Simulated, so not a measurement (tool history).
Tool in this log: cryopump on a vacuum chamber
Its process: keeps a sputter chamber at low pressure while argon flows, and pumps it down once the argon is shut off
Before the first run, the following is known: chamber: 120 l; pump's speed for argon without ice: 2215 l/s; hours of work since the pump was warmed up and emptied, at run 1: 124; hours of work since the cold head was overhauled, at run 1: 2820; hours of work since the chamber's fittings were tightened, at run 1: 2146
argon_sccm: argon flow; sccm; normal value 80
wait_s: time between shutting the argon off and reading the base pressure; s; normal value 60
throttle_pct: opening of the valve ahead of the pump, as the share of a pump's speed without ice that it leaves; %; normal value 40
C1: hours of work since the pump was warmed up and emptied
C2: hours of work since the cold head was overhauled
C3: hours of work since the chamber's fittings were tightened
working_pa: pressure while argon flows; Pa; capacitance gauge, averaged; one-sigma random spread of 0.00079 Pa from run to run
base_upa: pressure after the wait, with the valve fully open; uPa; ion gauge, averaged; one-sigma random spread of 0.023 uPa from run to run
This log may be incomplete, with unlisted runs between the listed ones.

{"run": 1, "hour": 0.0, "argon_sccm": 80, "wait_s": 60, "throttle_pct": 40, "C1": 124, "C2": 2820, "C3": 2146, "working_pa": 0.157, "base_upa": 1.14}
{"run": 2, "hour": 73.0, "argon_sccm": 80, "wait_s": 60, "throttle_pct": 40, "C1": 186, "C2": 2882, "C3": 2208, "working_pa": 0.1579, "base_upa": 1.17}
{"run": 3, "hour": 135.9, "argon_sccm": 80, "wait_s": 225, "throttle_pct": 40, "C1": 239, "C2": 2935, "C3": 2261, "working_pa": 0.1584, "base_upa": 0.68}
{"run": 4, "hour": 208.5, "argon_sccm": 80, "wait_s": 225, "throttle_pct": 40, "C1": 301, "C2": 2997, "C3": 2322, "working_pa": 0.1604, "base_upa": 0.74}
{"hour": 270.9, "done": "leaking fittings of the chamber tightened, without venting"}
{"run": 5, "hour": 313.4, "argon_sccm": 80, "wait_s": 225, "throttle_pct": 19, "C1": 387, "C2": 3083, "C3": 36, "working_pa": 0.3272, "base_upa": 0.33}
{"run": 6, "hour": 361.7, "argon_sccm": 32, "wait_s": 225, "throttle_pct": 19, "C1": 428, "C2": 3124, "C3": 77, "working_pa": 0.1315, "base_upa": 0.32}
{"run": 7, "hour": 427.6, "argon_sccm": 80, "wait_s": 60, "throttle_pct": 21, "C1": 484, "C2": 3180, "C3": 132, "working_pa": 0.3009, "base_upa": 0.87}
{"run": 8, "hour": 513.4, "argon_sccm": 80, "wait_s": 60, "throttle_pct": 21, "C1": 556, "C2": 3252, "C3": 205, "working_pa": 0.3021, "base_upa": 0.92}
{"run": 9, "hour": 570.5, "argon_sccm": 80, "wait_s": 60, "throttle_pct": 21, "C1": 605, "C2": 3301, "C3": 253, "working_pa": 0.3033, "base_upa": 0.9}
{"run": 10, "hour": 668.2, "argon_sccm": 80, "wait_s": 60, "throttle_pct": 21, "C1": 687, "C2": 3383, "C3": 336, "working_pa": 0.3053, "base_upa": 0.9}
{"run": 11, "hour": 710.0, "argon_sccm": 80, "wait_s": 60, "throttle_pct": 40, "C1": 722, "C2": 3418, "C3": 371, "working_pa": 0.1679, "base_upa": 0.91}
{"run": 12, "hour": 777.5, "argon_sccm": 80, "wait_s": 60, "throttle_pct": 40, "C1": 779, "C2": 3475, "C3": 428, "working_pa": 0.1681, "base_upa": 0.89}
{"run": 13, "hour": 826.4, "argon_sccm": 80, "wait_s": 60, "throttle_pct": 40, "C1": 821, "C2": 3517, "C3": 469, "working_pa": 0.168, "base_upa": 0.91}
{"hour": 856.9, "done": "pump warmed up, emptied and cooled again"}
{"run": 14, "hour": 912.2, "argon_sccm": 80, "wait_s": 60, "throttle_pct": 40, "C1": 47, "C2": 3585, "C3": 537, "working_pa": 0.1564, "base_upa": 0.93}
{"run": 15, "hour": 994.8, "argon_sccm": 80, "wait_s": 60, "throttle_pct": 40, "C1": 116, "C2": 3655, "C3": 607, "working_pa": 0.1559, "base_upa": 0.92}
{"run": 16, "hour": 1093.4, "argon_sccm": 80, "wait_s": 60, "throttle_pct": 40, "C1": 200, "C2": 3738, "C3": 690, "working_pa": 0.1579, "base_upa": 0.91}
{"run": 17, "hour": 1144.9, "argon_sccm": 80, "wait_s": 60, "throttle_pct": 40, "C1": 243, "C2": 3781, "C3": 734, "working_pa": 0.1583, "base_upa": 0.95}
{"run": 18, "hour": 1244.6, "argon_sccm": 80, "wait_s": 60, "throttle_pct": 40, "C1": 327, "C2": 3866, "C3": 818, "working_pa": 0.1602, "base_upa": 0.99}
{"run": 19, "hour": 1297.0, "argon_sccm": 153, "wait_s": 158, "throttle_pct": 21, "C1": 372, "C2": 3910, "C3": 862, "working_pa": 0.5737, "base_upa": 0.53}
{"run": 20, "hour": 1395.3, "argon_sccm": 153, "wait_s": 158, "throttle_pct": 21, "C1": 455, "C2": 3993, "C3": 945, "working_pa": 0.5753, "base_upa": 0.57}
{"run": 21, "hour": 1494.1, "argon_sccm": 39, "wait_s": 158, "throttle_pct": 16, "C1": 538, "C2": 4076, "C3": 1029, "working_pa": 0.1929, "base_upa": 0.6}
{"run": 22, "hour": 1541.7, "argon_sccm": 97, "wait_s": 290, "throttle_pct": 21, "C1": 578, "C2": 4117, "C3": 1069, "working_pa": 0.3646, "base_upa": 0.49}
{"run": 23, "hour": 1588.3, "argon_sccm": 80, "wait_s": 187, "throttle_pct": 38, "C1": 618, "C2": 4156, "C3": 1108, "working_pa": 0.1713, "base_upa": 0.55}
{"run": 24, "hour": 1682.7, "argon_sccm": 80, "wait_s": 187, "throttle_pct": 38, "C1": 697, "C2": 4236, "C3": 1188, "working_pa": 0.173, "base_upa": 0.57}
{"run": 25, "hour": 1753.7, "argon_sccm": 63, "wait_s": 123, "throttle_pct": 25, "C1": 757, "C2": 4296, "C3": 1248, "working_pa": 0.2033, "base_upa": 0.68}
{"run": 26, "hour": 1804.1, "argon_sccm": 39, "wait_s": 80, "throttle_pct": 27, "C1": 800, "C2": 4338, "C3": 1291, "working_pa": 0.1183, "base_upa": 0.94}

Run 27 has not been measured yet. What should we expect?
{"hour": 1866.0, "done": "pump warmed up, emptied and cooled again"}
{"run": 27, "hour": 1873.6, "argon_sccm": 39, "wait_s": 80, "throttle_pct": 27, "C1": 6, "C2": 4393, "C3": 1345, "working_pa": "?", "base_upa": "?"}

Run 27 gave working_pa 0.1118 Pa, base_upa 0.87 uPa.
With no hidden state in the tool, this same run would have given working_pa 0.1101 Pa, base_upa 0.64 uPa.
